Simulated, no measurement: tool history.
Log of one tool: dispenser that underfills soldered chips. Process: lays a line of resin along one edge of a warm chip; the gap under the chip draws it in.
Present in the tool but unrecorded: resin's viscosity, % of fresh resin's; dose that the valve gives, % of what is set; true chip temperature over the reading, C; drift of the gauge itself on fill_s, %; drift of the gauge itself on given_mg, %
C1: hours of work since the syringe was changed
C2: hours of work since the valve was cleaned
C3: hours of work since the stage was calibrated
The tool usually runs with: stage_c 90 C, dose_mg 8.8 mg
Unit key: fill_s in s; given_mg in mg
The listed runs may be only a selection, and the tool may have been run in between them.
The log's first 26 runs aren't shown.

At hour 302.7: new syringe of resin.
Run 27, hour 303.2: usual settings but dose_mg 7.84 mg; C1 0; C2 50; C3 500. Result: fill_s 89 s, given_mg 7.51 mg.
Run 28, hour 314.4: usual settings but stage_c 79 C, dose_mg 11 mg; C1 8; C2 58; C3 508. Result: fill_s 172.5 s, given_mg 10.45 mg.
At hour 316.8: new syringe of resin.
Run 29, hour 324.4: usual settings but stage_c 79 C, dose_mg 11 mg; C1 5; C2 64; C3 514. Result: fill_s 151.6 s, given_mg 10.42 mg.
At hour 331.2: new syringe of resin.
Run 30, hour 333.1: usual settings but stage_c 91 C, dose_mg 8.02 mg; C1 1; C2 70; C3 520. Result: fill_s 89.1 s, given_mg 7.57 mg.
At hour 339.6: dispensing valve cleaned and set on the balance.
Run 31, hour 345: usual settings but stage_c 91 C, dose_mg 8.02 mg; C1 9; C2 4; C3 527. Result: fill_s 120.5 s, given_mg 8 mg.
At hour 345.9: new syringe of resin.
Run 32, hour 352.1: usual settings but stage_c 91 C, dose_mg 8.02 mg; C1 4; C2 8; C3 532. Result: fill_s 99.7 s, given_mg 7.91 mg.
At hour 359.8: new syringe of resin.
Run 33, hour 360.7: usual settings but dose_mg 8.13 mg; C1 1; C2 14; C3 537. Result: fill_s 85.8 s, given_mg 8 mg.
At hour 373.6: new syringe of resin.
Run 34, hour 373.9: usual settings but stage_c 83 C, dose_mg 8.87 mg; C1 0; C2 22; C3 546. Result: fill_s 104.8 s, given_mg 8.62 mg.
Run 35, hour 384.4: usual settings but stage_c 84 C, dose_mg 10.44 mg; C1 7; C2 29; C3 553. Result: fill_s 135.7 s, given_mg 10.1 mg.
At hour 387.7: new syringe of resin.
Run 36, hour 397.7: usual settings but stage_c 88 C, dose_mg 7.9 mg; C1 7; C2 38; C3 561. Result: fill_s 124.9 s, given_mg 7.59 mg.

Consider 3 possible next runs. They are alternatives, not a sequence: every one starts from the tool as it was left by run 36. What does each give?
At hour 402.6: new syringe of resin.
Run A, hour 404: usual settings but stage_c 85 C, dose_mg 10.61 mg; C1 1; C2 42; C3 566. Result: fill_s ?, given_mg ?.
At hour 402.6: new syringe of resin.
Run B, hour 404: usual settings but stage_c 84 C, dose_mg 7.59 mg; C1 1; C2 42; C3 566. Result: fill_s ?, given_mg ?.
At hour 402.6: new syringe of resin.
Run C, hour 404: usual settings but stage_c 100 C, dose_mg 8.6 mg; C1 1; C2 42; C3 566. Result: fill_s ?, given_mg ?.

run  fill_s  given_mg
  A   100.6      10.2
  B   110.5      7.28
  C    63.3      8.24
Stripped of hidden state, with their random variation kept, the same runs would have yielded:
run  fill_s  given_mg
  A   107.3     10.64
  B   116.6      7.59
  C    66.6      8.59
